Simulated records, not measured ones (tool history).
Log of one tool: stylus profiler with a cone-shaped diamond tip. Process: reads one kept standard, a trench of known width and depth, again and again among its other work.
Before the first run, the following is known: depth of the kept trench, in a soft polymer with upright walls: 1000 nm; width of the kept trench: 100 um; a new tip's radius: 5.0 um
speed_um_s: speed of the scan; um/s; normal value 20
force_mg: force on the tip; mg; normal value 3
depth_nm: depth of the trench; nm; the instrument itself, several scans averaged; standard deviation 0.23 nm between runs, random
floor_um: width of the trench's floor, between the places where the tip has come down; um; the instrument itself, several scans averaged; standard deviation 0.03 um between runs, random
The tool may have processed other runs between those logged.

| run | hour | speed_um_s | force_mg | depth_nm | floor_um |
|---|---|---|---|---|---|
| 1 | 0 | 20 | 3 | 1015.97 | 92.82 |
| 2 | 33.4 | 20 | 3 | 1015.96 | 92.86 |
| 3 | 61.1 | 20 | 3 | 1015.94 | 92.76 |
| 4 | 87.3 | 20 | 3 | 1015.88 | 92.78 |
| 5 | 112.5 | 20 | 3 | 1016.07 | 92.77 |
| 6 | 146.4 | 20 | 3 | 1015.86 | 92.72 |
| 7 | 180.4 | 20 | 3.88 | 1019.35 | 92.74 |
| 8 | 207.4 | 20 | 3.88 | 1018.91 | 92.66 |
| 9 | 227.1 | 20 | 6.47 | 1027.18 | 92.69 |
| 10 | 250.7 | 20 | 6.47 | 1027.4 | 92.66 |
| 11 | 284.4 | 20 | 3 | 1015.21 | 92.62 |
| 12 | 304.5 | 20 | 3 | 1015.04 | 92.6 |
| 13 | 341.6 | 20 | 3 | 1015.71 | 92.61 |
| 14 | 382.5 | 58 | 3.98 | 1018.96 | 92.47 |
| 15 | 415.6 | 13 | 3 | 1015.15 | 92.55 |
| 16 | 438.7 | 15 | 4.02 | 1019.16 | 92.51 |
| 17 | 478.5 | 39 | 4.28 | 1019.69 | 92.41 |
| 18 | 516.7 | 20 | 1.96 | 1010.5 | 92.4 |
| 19 | 554.7 | 9 | 3.36 | 1016.17 | 92.44 |
| 20 | 581.6 | 9 | 5.84 | 1024.86 | 92.39 |
| 21 | 613.7 | 46 | 4.4 | 1020.39 | 92.29 |
| 22 | 652.7 | 7 | 6.6 | 1027.29 | 92.34 |
| 23 | 671 | 7 | 6.6 | 1026.91 | 92.34 |
| 24 | 701.4 | 12 | 6.31 | 1026.47 | 92.31 |
| 25 | 724.1 | 6 | 1.35 | 1007.57 | 92.28 |

Branching from run 25: 3 alternative next runs. What would each branch give?
| A | 764.5 | 27 | 7.27 | ? | ? |
| B | 764.5 | 31 | 1.61 | ? | ? |
| C | 764.5 | 6 | 1.51 | ? | ? |

| run | depth_nm | floor_um |
|---|---|---|
| A | 1029.35 | 92.2 |
| B | 1008.64 | 92.08 |
| C | 1008.12 | 92.26 |
With no hidden state in the tool, these same runs would have given:
| run | depth_nm | floor_um |
|---|---|---|
| A | 1032.63 | 93.94 |
| B | 1011.85 | 93.82 |
| C | 1011.34 | 94 |
